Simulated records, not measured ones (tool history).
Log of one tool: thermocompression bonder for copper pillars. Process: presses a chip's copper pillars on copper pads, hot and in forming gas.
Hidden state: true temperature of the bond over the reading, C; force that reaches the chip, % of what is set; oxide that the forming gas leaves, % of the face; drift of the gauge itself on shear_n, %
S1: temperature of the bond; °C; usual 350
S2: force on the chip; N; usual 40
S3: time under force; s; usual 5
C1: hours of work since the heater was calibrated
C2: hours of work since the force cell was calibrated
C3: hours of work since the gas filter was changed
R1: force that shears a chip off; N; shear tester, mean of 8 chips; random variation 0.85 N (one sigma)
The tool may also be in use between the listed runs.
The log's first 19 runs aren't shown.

Run 20, hour 135.7: usual settings but S1 366 °C, S2 35 N, S3 14 s; C1 363; C2 184; C3 89. Result: R1 117.1 N.
Run 21, hour 145.1: usual settings but S1 366 °C, S2 35 N, S3 14 s; C1 369; C2 191; C3 95. Result: R1 119.2 N.
Run 22, hour 154.0: usual settings but S1 366 °C, S2 35 N, S3 3 s; C1 375; C2 197; C3 101. Result: R1 83.2 N.
Run 23, hour 160.1: usual settings but S1 320 °C, S2 48 N, S3 6 s; C1 380; C2 201; C3 106. Result: R1 81.7 N.
Run 24, hour 168.2: usual settings but S1 320 °C, S2 48 N, S3 6 s; C1 385; C2 207; C3 111. Result: R1 80.8 N.
Run 25, hour 173.0: usual settings but S3 6 s; C1 388; C2 210; C3 114. Result: R1 95.4 N.
Run 26, hour 178.4: usual settings but S1 379 °C, S2 41 N, S3 6 s; C1 392; C2 214; C3 118. Result: R1 118.1 N.
Run 27, hour 186.5: usual settings but S1 337 °C, S2 55 N, S3 3 s; C1 398; C2 219; C3 124. Result: R1 87.2 N.
Run 28, hour 194.1: usual settings but S1 355 °C, S2 46 N; C1 403; C2 225; C3 129. Result: R1 103.8 N.
Run 29, hour 201.7: usual settings but S1 348 °C, S2 35 N; C1 408; C2 230; C3 134. Result: R1 80.8 N.

The next listed run, before its measurement:
Run 30, hour 209.1: usual settings but S1 328 °C, S2 44 N, S3 11 s; C1 413; C2 235; C3 139. Result: R1 ?.

{"run 30": {"R1": 97.6}}
Without the tool's hidden state the same run would have given R1 98.0 N.
